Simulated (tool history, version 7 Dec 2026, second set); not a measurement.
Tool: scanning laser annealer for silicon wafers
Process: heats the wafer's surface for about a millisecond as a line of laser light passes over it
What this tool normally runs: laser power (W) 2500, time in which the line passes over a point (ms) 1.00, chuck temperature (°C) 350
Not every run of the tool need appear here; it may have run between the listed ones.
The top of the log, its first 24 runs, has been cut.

run    hour  laser power (W)  time in which the line passes over a point (ms)  chuck temperature (°C)  hours of work since the window was cleaned  hours of work since the power meter was calibrated  hours of work since the optics were aligned  highest temperature of the surface (°C)
 25  1131.8             2682                                             0.78                     365                                         136                                                1700                                          379                                     1084
 26  1177.5             2682                                             0.78                     365                                         164                                                1728                                          407                                     1081
 27  1206.7             2491                                             1.00                     368                                         181                                                1746                                          425                                     1115
 28  1242.9             2625                                             0.92                     350                                         204                                                1768                                          447                                     1115
 29  1281.9             2625                                             0.92                     315                                         227                                                1792                                          471                                     1077
 30  1315.8             2500                                             1.10                     381                                         248                                                1813                                          491                                     1168
 31  1369.9             2514                                             0.85                     323                                         281                                                1845                                          524                                     1011
 32  1406.9             2514                                             0.85                     383                                         303                                                1868                                          547                                     1070
 33  1456.5             2514                                             0.85                     383                                         334                                                1898                                          577                                     1068
 34  1494.6             2514                                             0.85                     383                                         357                                                1921                                          600                                     1066
 35  1519.2             2514                                             0.85                     383                                         372                                                1936                                          615                                     1066
 36  1566.5             2622                                             0.84                     366                                         401                                                1965                                          644                                     1082
 37  1603.2             2622                                             0.84                     366                                         423                                                1988                                          666                                     1084
 38  1659.1             2622                                             0.84                     366                                         457                                                2022                                          701                                     1081
 39  1683.6             2500                                             0.72                     350                                         472                                                2037                                          715                                      966
 40  1714.6             2500                                             1.20                     382                                         491                                                2055                                          734                                     1202
 41  1755.9             2500                                             1.20                     382                                         516                                                2081                                          760                                     1194

What if the next run were any one of these 4? Each begins from the tool's condition after run 41:
  A  1793.2             2329                                             1.00                     374                                         539                                                2103                                          782                                        ?
  B  1793.2             2500                                             1.06                     350                                         539                                                2103                                          782                                        ?
  C  1793.2             2500                                             1.00                     319                                         539                                                2103                                          782                                        ?
  D  1793.2             2529                                             1.20                     382                                         539                                                2103                                          782                                        ?

run  highest temperature of the surface (°C)
  A                                     1041
  B                                     1110
  C                                     1054
  D                                     1212
The same runs, with their run-to-run variation unchanged, on a tool lacking any hidden condition would have given:
run  highest temperature of the surface (°C)
  A                                     1059
  B                                     1131
  C                                     1074
  D                                     1234

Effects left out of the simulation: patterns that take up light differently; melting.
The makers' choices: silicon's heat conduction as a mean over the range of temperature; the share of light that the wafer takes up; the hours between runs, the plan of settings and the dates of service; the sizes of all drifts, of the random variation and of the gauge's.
